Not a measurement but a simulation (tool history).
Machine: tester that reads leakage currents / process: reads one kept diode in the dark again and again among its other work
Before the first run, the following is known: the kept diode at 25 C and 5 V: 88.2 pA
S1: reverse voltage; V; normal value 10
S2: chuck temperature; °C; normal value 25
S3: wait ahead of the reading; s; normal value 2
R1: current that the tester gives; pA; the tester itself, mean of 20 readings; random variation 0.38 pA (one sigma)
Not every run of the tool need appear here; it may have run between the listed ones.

run	hour	S1	S2	S3	R1
1	0	10	25	2	125.16
2	50.5	10	25	2	124.84
3	92.1	10	25	2	124.48
4	122.8	11	25	2	130.58
5	162.7	5.7	25	2	94.7
6	215.7	5.7	25	2	95.24
7	267.4	2.1	52	9.11	406.85
8	304.8	10	21	0.71	93.22
9	367.2	10	29	2	169.99
10	424.1	10	29	2	168.98
11	487.9	2.3	29	2	82.77
12	525.4	2.3	28	1.48	76.75

Each row is a separate what-if for the run after 12, all from the same tool condition, not one after another. Results?
A	584.5	2.6	33	0.78	?
B	584.5	2	28	1.5	?
C	584.5	2.7	56	1.33	?
D	584.5	2.3	28	1.36	?
E	584.5	10	24	2	?

run	R1
A	119.62
B	72.09
C	594.63
D	76.72
E	115.5
Take away the tool's hidden state, keep each run's random variation, and the runs would have read:
run	R1
A	119.55
B	72.04
C	594.32
D	76.67
E	115.42
